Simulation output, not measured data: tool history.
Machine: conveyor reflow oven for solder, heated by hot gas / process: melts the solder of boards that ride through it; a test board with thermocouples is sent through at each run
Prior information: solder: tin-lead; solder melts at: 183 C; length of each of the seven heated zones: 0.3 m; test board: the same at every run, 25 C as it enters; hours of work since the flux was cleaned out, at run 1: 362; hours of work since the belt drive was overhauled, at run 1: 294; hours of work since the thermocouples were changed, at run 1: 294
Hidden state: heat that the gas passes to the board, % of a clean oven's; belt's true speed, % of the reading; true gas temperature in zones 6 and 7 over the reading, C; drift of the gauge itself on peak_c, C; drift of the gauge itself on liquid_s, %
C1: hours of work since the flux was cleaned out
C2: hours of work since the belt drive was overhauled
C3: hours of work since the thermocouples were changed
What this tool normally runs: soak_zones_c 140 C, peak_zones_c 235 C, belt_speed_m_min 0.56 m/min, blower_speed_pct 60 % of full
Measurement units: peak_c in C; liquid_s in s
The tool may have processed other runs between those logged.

run 1 hour=0 | soak_zones_c=140 peak_zones_c=235 belt_speed_m_min=0.56 blower_speed_pct=60 | C1=362 C2=294 C3=294 | peak_c=210.3 liquid_s=42.3
run 2 hour=28.9 | soak_zones_c=140 peak_zones_c=223 belt_speed_m_min=0.56 blower_speed_pct=60 | C1=385 C2=317 C3=317 | peak_c=200.6 liquid_s=33.2
-- hour=56.5 flux residue cleaned out of gas plates and filters
run 3 hour=59.8 | soak_zones_c=140 peak_zones_c=223 belt_speed_m_min=0.56 blower_speed_pct=60 | C1=3 C2=337 C3=337 | peak_c=202.2 liquid_s=35.4
run 4 hour=88.1 | soak_zones_c=140 peak_zones_c=223 belt_speed_m_min=0.56 blower_speed_pct=60 | C1=25 C2=359 C3=359 | peak_c=202.1 liquid_s=34.9
run 5 hour=107.1 | soak_zones_c=140 peak_zones_c=223 belt_speed_m_min=0.56 blower_speed_pct=60 | C1=40 C2=374 C3=374 | peak_c=202 liquid_s=35.1
run 6 hour=130 | soak_zones_c=140 peak_zones_c=223 belt_speed_m_min=0.56 blower_speed_pct=60 | C1=58 C2=393 C3=393 | peak_c=202.3 liquid_s=34.5
run 7 hour=160.8 | soak_zones_c=143 peak_zones_c=235 belt_speed_m_min=0.56 blower_speed_pct=60 | C1=82 C2=417 C3=417 | peak_c=211.7 liquid_s=45
run 8 hour=178.4 | soak_zones_c=140 peak_zones_c=233 belt_speed_m_min=0.56 blower_speed_pct=60 | C1=96 C2=431 C3=431 | peak_c=209.6 liquid_s=42.1
run 9 hour=195.1 | soak_zones_c=140 peak_zones_c=233 belt_speed_m_min=0.56 blower_speed_pct=60 | C1=109 C2=444 C3=444 | peak_c=209.7 liquid_s=42.4
run 10 hour=218 | soak_zones_c=140 peak_zones_c=233 belt_speed_m_min=0.56 blower_speed_pct=60 | C1=128 C2=462 C3=462 | peak_c=209.4 liquid_s=42.1
run 11 hour=242.1 | soak_zones_c=140 peak_zones_c=248 belt_speed_m_min=0.56 blower_speed_pct=60 | C1=147 C2=481 C3=481 | peak_c=221.4 liquid_s=51
run 12 hour=257.1 | soak_zones_c=148 peak_zones_c=235 belt_speed_m_min=0.56 blower_speed_pct=60 | C1=158 C2=493 C3=493 | peak_c=213 liquid_s=47.6
run 13 hour=270.8 | soak_zones_c=148 peak_zones_c=229 belt_speed_m_min=0.56 blower_speed_pct=60 | C1=169 C2=504 C3=504 | peak_c=208.5 liquid_s=43.8
run 14 hour=303.1 | soak_zones_c=140 peak_zones_c=235 belt_speed_m_min=0.56 blower_speed_pct=52 | C1=195 C2=529 C3=529 | peak_c=208.7 liquid_s=40.6
run 15 hour=331 | soak_zones_c=140 peak_zones_c=235 belt_speed_m_min=0.577 blower_speed_pct=60 | C1=217 C2=551 C3=551 | peak_c=209.2 liquid_s=40.4
run 16 hour=351.6 | soak_zones_c=140 peak_zones_c=235 belt_speed_m_min=0.577 blower_speed_pct=60 | C1=233 C2=568 C3=568 | peak_c=209.4 liquid_s=40.4
-- hour=356.9 belt drive overhauled, speed set with a stopwatch
run 17 hour=380.9 | soak_zones_c=140 peak_zones_c=235 belt_speed_m_min=0.577 blower_speed_pct=60 | C1=253 C2=19 C3=588 | peak_c=209.6 liquid_s=40.9
run 18 hour=400.7 | soak_zones_c=145 peak_zones_c=240 belt_speed_m_min=0.586 blower_speed_pct=68 | C1=269 C2=35 C3=603 | peak_c=216.1 liquid_s=47
-- hour=424.3 belt drive overhauled, speed set with a stopwatch, once more
run 19 hour=427.4 | soak_zones_c=142 peak_zones_c=231 belt_speed_m_min=0.56 blower_speed_pct=60 | C1=287 C2=2 C3=621 | peak_c=207.1 liquid_s=40.1
-- hour=438.1 thermocouples of zones 6 and 7 changed
run 20 hour=452.8 | soak_zones_c=142 peak_zones_c=231 belt_speed_m_min=0.56 blower_speed_pct=60 | C1=305 C2=21 C3=12 | peak_c=208 liquid_s=40.9
run 21 hour=474.8 | soak_zones_c=142 peak_zones_c=231 belt_speed_m_min=0.56 blower_speed_pct=60 | C1=322 C2=38 C3=29 | peak_c=208.2 liquid_s=40.8
run 22 hour=506.8 | soak_zones_c=142 peak_zones_c=247 belt_speed_m_min=0.56 blower_speed_pct=73 | C1=348 C2=64 C3=54 | peak_c=223.6 liquid_s=52.5
run 23 hour=522.8 | soak_zones_c=142 peak_zones_c=247 belt_speed_m_min=0.56 blower_speed_pct=73 | C1=360 C2=76 C3=67 | peak_c=223.7 liquid_s=52.7
run 24 hour=545.7 | soak_zones_c=144 peak_zones_c=235 belt_speed_m_min=0.64 blower_speed_pct=60 | C1=378 C2=94 C3=85 | peak_c=206 liquid_s=33.7
run 25 hour=569.1 | soak_zones_c=140 peak_zones_c=233 belt_speed_m_min=0.56 blower_speed_pct=54 | C1=397 C2=113 C3=103 | peak_c=206.9 liquid_s=39
-- hour=582.3 flux residue cleaned out of gas plates and filters
run 26 hour=599.5 | soak_zones_c=140 peak_zones_c=244 belt_speed_m_min=0.529 blower_speed_pct=60 | C1=14 C2=133 C3=123 | peak_c=221.6 liquid_s=54
run 27 hour=615.8 | soak_zones_c=140 peak_zones_c=244 belt_speed_m_min=0.529 blower_speed_pct=60 | C1=26 C2=146 C3=136 | peak_c=221.1 liquid_s=53.8
run 28 hour=636.4 | soak_zones_c=148 peak_zones_c=235 belt_speed_m_min=0.56 blower_speed_pct=72 | C1=43 C2=162 C3=153 | peak_c=215.8 liquid_s=50.8
run 29 hour=664.3 | soak_zones_c=126 peak_zones_c=235 belt_speed_m_min=0.507 blower_speed_pct=60 | C1=65 C2=184 C3=175 | peak_c=212.4 liquid_s=45.8

Predict each of these 3 candidate next runs independently; none follows another, all start after run 29:
run A hour=688 | soak_zones_c=130 peak_zones_c=247 belt_speed_m_min=0.56 blower_speed_pct=60 | C1=84 C2=203 C3=193 | peak_c=? liquid_s=?
run B hour=688 | soak_zones_c=146 peak_zones_c=235 belt_speed_m_min=0.54 blower_speed_pct=50 | C1=84 C2=203 C3=193 | peak_c=? liquid_s=?
run C hour=688 | soak_zones_c=126 peak_zones_c=235 belt_speed_m_min=0.507 blower_speed_pct=53 | C1=84 C2=203 C3=193 | peak_c=? liquid_s=?

run=A peak_c=218.9 liquid_s=46.4
run=B peak_c=211.6 liquid_s=47.3
run=C peak_c=210.1 liquid_s=43.2
With no hidden state in the tool, these same runs would have given:
run=A peak_c=219.6 liquid_s=46.5
run=B peak_c=212.2 liquid_s=47.6
run=C peak_c=210.8 liquid_s=43.5

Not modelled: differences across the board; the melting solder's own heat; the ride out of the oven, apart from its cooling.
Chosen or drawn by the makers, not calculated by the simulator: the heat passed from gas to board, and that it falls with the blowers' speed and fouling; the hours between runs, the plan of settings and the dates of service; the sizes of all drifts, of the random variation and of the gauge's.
